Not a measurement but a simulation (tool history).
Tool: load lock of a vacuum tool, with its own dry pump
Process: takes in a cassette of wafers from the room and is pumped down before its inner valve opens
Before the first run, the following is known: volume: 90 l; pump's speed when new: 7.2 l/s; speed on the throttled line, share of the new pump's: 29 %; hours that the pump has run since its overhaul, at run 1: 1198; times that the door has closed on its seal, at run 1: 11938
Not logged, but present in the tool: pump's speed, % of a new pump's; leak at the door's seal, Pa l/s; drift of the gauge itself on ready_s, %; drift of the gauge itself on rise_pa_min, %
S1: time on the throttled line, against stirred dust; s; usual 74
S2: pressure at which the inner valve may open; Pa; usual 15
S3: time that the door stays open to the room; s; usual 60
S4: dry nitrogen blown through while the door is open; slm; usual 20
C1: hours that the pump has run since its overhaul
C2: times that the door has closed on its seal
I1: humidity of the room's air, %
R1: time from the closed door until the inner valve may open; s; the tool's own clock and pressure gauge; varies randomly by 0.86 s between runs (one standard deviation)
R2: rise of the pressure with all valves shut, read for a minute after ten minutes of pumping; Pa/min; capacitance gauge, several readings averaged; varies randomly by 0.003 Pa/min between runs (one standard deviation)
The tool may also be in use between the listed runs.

run,day,S1,S2,S3,S4,C1,C2,I1,R1,R2
1,0,74,15,60,20,1198,11938,42.7,163.5,0.015
2,2.929,74,15,60,20,1269,12274,42.9,166,0.013
3,5.567,74,15,60,13,1332,12577,43.3,165.4,0.014
4,7.725,74,15,60,13,1384,12825,45.1,163.1,0.023
5,11.425,74,15,60,13,1472,13249,42.4,163.6,0.018
6,13.438,74,15,60,13,1521,13481,42.9,164.1,0.014
7,15.088,74,15,60,13,1560,13670,43.1,162.6,0.015
8,17.904,74,15,60,13,1628,13994,41.9,164.2,0.022
9,21.258,74,15,60,20,1708,14379,44.3,163.4,0.019
10,24,74,15,60,20,1774,14693,45.6,162.4,0.016
11,27.267,74,15,60,20,1853,15068,45.2,164.3,0.019
12,29.246,74,20,60,20,1900,15295,43.9,159.1,0.011
13,32.771,74,20,60,20,1985,15700,45.7,161.1,0.015
14,36.55,74,20,60,20,2075,16134,44.6,158.5,0.018
15,39.95,74,20,60,25,2157,16525,45.7,160.4,0.016
16,43.554,74,15,60,20,2244,16938,44.5,162.8,0.013
17,46.783,74,15,60,20,2321,17309,41.9,163.8,0.013
18,49.246,74,15,60,20,2380,17592,45.5,163,0.018
19,52.317,57,15,60,20,2454,17944,49.2,151.8,0.016
20,54.933,57,15,60,20,2517,18245,43.3,151.3,0.01
21,57.217,48,19,86,20,2571,18507,44.8,142,0.024
22,60.867,48,19,86,20,2659,18926,44.3,142.6,0.02
23,64.821,48,19,86,20,2754,19380,42.8,143.2,0.018
24,67.933,48,19,175,20,2829,19737,39.8,141.6,0.022
25,70.742,48,19,175,20,2896,20059,47.3,141.4,0.028
26,73.096,48,19,175,20,2953,20330,46.2,141.7,0.026
27,75.846,52,14,33,43,3019,20645,48.1,149,0.011
28,78.746,52,14,33,43,3088,20978,43,150.2,0.015

Run 29 comes next. What will it give?
29,82.788,74,18,212,39,3185,21442,45.5,?,?

{"run 29": {"R1": 160, "R2": 0.015}}
With no hidden state in the tool, this same run would have given R1 160 s, R2 0.015 Pa/min.
